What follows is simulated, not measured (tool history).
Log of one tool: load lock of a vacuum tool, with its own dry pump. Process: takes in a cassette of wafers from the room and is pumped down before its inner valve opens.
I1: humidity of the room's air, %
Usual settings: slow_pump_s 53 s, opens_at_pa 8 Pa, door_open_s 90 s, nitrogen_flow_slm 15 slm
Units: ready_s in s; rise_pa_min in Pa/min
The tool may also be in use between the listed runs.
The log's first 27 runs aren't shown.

Run 28, hour 2502: usual settings but door_open_s 38 s; I1 44.4. Result: ready_s 87.1 s, rise_pa_min 0.172 Pa/min.
Run 29, hour 2601.4: usual settings but door_open_s 38 s; I1 48.1. Result: ready_s 87 s, rise_pa_min 0.177 Pa/min.
Run 30, hour 2699.1: usual settings but slow_pump_s 32 s, opens_at_pa 12 Pa, door_open_s 33 s, nitrogen_flow_slm 32 slm; I1 45.3. Result: ready_s 67.1 s, rise_pa_min 0.18 Pa/min.
Run 31, hour 2809.2: usual settings but slow_pump_s 31 s, opens_at_pa 7 Pa, door_open_s 68 s, nitrogen_flow_slm 16 slm; I1 47.2. Result: ready_s 68.8 s, rise_pa_min 0.201 Pa/min.
Run 32, hour 2869.4: usual settings but slow_pump_s 31 s, opens_at_pa 7 Pa, door_open_s 68 s, nitrogen_flow_slm 26 slm; I1 43.6. Result: ready_s 68.2 s, rise_pa_min 0.195 Pa/min.
Run 33, hour 3000.8: usual settings but slow_pump_s 31 s, opens_at_pa 7 Pa, door_open_s 68 s, nitrogen_flow_slm 26 slm; I1 42.6. Result: ready_s 69.1 s, rise_pa_min 0.199 Pa/min.
Run 34, hour 3135: usual settings but slow_pump_s 31 s, opens_at_pa 7 Pa, door_open_s 68 s, nitrogen_flow_slm 26 slm; I1 46.8. Result: ready_s 69.4 s, rise_pa_min 0.21 Pa/min.
Run 35, hour 3227.9: usual settings but slow_pump_s 31 s, opens_at_pa 7 Pa, door_open_s 68 s, nitrogen_flow_slm 26 slm; I1 46.4. Result: ready_s 69 s, rise_pa_min 0.208 Pa/min.
Run 36, hour 3304.6: usual settings but opens_at_pa 16 Pa, door_open_s 100 s, nitrogen_flow_slm 19 slm; I1 46.5. Result: ready_s 84.4 s, rise_pa_min 0.219 Pa/min.
Run 37, hour 3402.1: usual settings but opens_at_pa 16 Pa, door_open_s 100 s, nitrogen_flow_slm 19 slm; I1 41.2. Result: ready_s 83.9 s, rise_pa_min 0.22 Pa/min.

Forecast each of these 4 alternatives for the next run:
Run A, hour 3518: usual settings but slow_pump_s 104 s, opens_at_pa 9 Pa; I1 42.9. Result: ready_s ?, rise_pa_min ?.
Run B, hour 3518: usual settings but slow_pump_s 39 s, opens_at_pa 11 Pa, door_open_s 100 s, nitrogen_flow_slm 20 slm; I1 44.2. Result: ready_s ?, rise_pa_min ?.
Run C, hour 3518: usual settings but opens_at_pa 12 Pa, door_open_s 100 s, nitrogen_flow_slm 19 slm; I1 42.5. Result: ready_s ?, rise_pa_min ?.
Run D, hour 3518: usual settings but opens_at_pa 16 Pa, door_open_s 100 s, nitrogen_flow_slm 23 slm; I1 43.8. Result: ready_s ?, rise_pa_min ?.

run  ready_s  rise_pa_min
  A      131        0.231
  B     73.8        0.227
  C     85.9        0.233
  D     84.3         0.23
Without the tool's hidden state the same runs would have given:
run  ready_s  rise_pa_min
  A    127.1        0.027
  B     68.9        0.026
  C     81.2        0.029
  D     79.8        0.026
